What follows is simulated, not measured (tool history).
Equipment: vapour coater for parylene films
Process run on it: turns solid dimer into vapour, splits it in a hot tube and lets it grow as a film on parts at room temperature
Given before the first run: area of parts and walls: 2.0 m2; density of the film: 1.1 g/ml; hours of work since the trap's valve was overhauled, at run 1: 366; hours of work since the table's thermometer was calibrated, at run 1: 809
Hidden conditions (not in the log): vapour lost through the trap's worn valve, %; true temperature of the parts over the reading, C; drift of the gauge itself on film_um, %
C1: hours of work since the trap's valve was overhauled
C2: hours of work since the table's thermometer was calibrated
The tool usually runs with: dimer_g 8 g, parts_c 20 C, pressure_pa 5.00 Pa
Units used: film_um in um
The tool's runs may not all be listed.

Run 1, hour 0.0: usual settings; C1 366; C2 809. Result: film_um 1.83 um.
Run 2, hour 47.1: usual settings but parts_c 15 C; C1 387; C2 830. Result: film_um 2.28 um.
Run 3, hour 74.3: usual settings but parts_c 13 C; C1 400; C2 842. Result: film_um 2.53 um.
Run 4, hour 112.7: usual settings but parts_c 17 C; C1 417; C2 860. Result: film_um 2.08 um.
Run 5, hour 152.2: usual settings; C1 435; C2 878. Result: film_um 1.79 um.
Run 6, hour 197.1: usual settings; C1 456; C2 898. Result: film_um 1.81 um.
Run 7, hour 223.2: usual settings; C1 467; C2 910. Result: film_um 1.73 um.
Run 8, hour 244.7: usual settings; C1 477; C2 920. Result: film_um 1.75 um.
Run 9, hour 268.6: usual settings; C1 488; C2 931. Result: film_um 1.75 um.
At hour 275.3: trap's valve overhauled.
At hour 276.3: table's thermometer calibrated.
Run 10, hour 313.0: usual settings but dimer_g 4 g; C1 17; C2 17. Result: film_um 0.95 um.
Run 11, hour 350.5: usual settings but dimer_g 4 g; C1 34; C2 34. Result: film_um 0.94 um.
Run 12, hour 372.4: usual settings but dimer_g 7 g, pressure_pa 5.81 Pa; C1 44; C2 44. Result: film_um 1.67 um.
Run 13, hour 399.3: usual settings but dimer_g 5 g, parts_c 13 C, pressure_pa 9.16 Pa; C1 56; C2 56. Result: film_um 1.52 um.
Run 14, hour 436.9: usual settings but dimer_g 5 g, parts_c 13 C, pressure_pa 9.16 Pa; C1 73; C2 73. Result: film_um 1.50 um.
At hour 458.7: table's thermometer calibrated, once more.
Run 15, hour 468.3: usual settings but dimer_g 5 g, parts_c 13 C, pressure_pa 9.16 Pa; C1 87; C2 4. Result: film_um 1.61 um.
Run 16, hour 514.0: usual settings but dimer_g 5 g, parts_c 13 C, pressure_pa 9.16 Pa; C1 108; C2 25. Result: film_um 1.60 um.
Run 17, hour 560.7: usual settings but dimer_g 5 g, pressure_pa 3.70 Pa; C1 129; C2 46. Result: film_um 1.23 um.

Alternative continuations, all from the tool just after run 17; predict every row:
Run A, hour 592.0: usual settings but dimer_g 5 g, pressure_pa 2.25 Pa; C1 143; C2 61. Result: film_um ?.
Run B, hour 592.0: usual settings but dimer_g 4 g, pressure_pa 9.05 Pa; C1 143; C2 61. Result: film_um ?.
Run C, hour 592.0: usual settings but dimer_g 13 g; C1 143; C2 61. Result: film_um ?.
Run D, hour 592.0: usual settings but dimer_g 11 g, parts_c 16 C, pressure_pa 2.89 Pa; C1 143; C2 61. Result: film_um ?.
Run E, hour 592.0: usual settings but dimer_g 9 g, parts_c 13 C, pressure_pa 7.37 Pa; C1 143; C2 61. Result: film_um ?.

run  film_um
  A     1.34
  B     0.92
  C     3.17
  D     3.44
  E     2.92
Stripped of hidden state, with their random variation kept, the same runs would have yielded:
run  film_um
  A     1.39
  B     0.96
  C     3.31
  D     3.59
  E     3.05

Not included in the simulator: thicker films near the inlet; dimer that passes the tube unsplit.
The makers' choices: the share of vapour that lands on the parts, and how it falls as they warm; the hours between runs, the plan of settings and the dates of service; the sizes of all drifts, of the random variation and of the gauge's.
